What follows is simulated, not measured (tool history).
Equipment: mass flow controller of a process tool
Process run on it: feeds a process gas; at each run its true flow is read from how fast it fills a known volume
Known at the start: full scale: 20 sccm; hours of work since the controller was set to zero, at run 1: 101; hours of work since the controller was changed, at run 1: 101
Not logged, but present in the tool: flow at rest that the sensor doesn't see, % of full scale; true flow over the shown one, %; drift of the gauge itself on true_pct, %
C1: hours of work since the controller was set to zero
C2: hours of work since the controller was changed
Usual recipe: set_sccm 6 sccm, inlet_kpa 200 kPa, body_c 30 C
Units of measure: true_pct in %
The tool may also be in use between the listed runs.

Run 1, hour 0: usual settings; C1 101; C2 101. Result: true_pct 100.13 %.
Run 2, hour 238.8: usual settings; C1 207; C2 207. Result: true_pct 100.02 %.
Run 3, hour 534.9: usual settings; C1 338; C2 338. Result: true_pct 100.03 %.
Run 4, hour 766: usual settings but inlet_kpa 149 kPa; C1 441; C2 441. Result: true_pct 100.43 %.
Run 5, hour 1106.6: usual settings but inlet_kpa 220 kPa; C1 592; C2 592. Result: true_pct 99.67 %.
Run 6, hour 1314: usual settings but set_sccm 12 sccm; C1 684; C2 684. Result: true_pct 100.26 %.

Run 7 is up next; what results do you expect?
Run 7, hour 1527.5: usual settings but set_sccm 12 sccm; C1 779; C2 779. Result: true_pct ?.

true_pct: 100.16 %
If the tool had no hidden condition, the same run with the same run-to-run variation would have returned true_pct 100.28 %.

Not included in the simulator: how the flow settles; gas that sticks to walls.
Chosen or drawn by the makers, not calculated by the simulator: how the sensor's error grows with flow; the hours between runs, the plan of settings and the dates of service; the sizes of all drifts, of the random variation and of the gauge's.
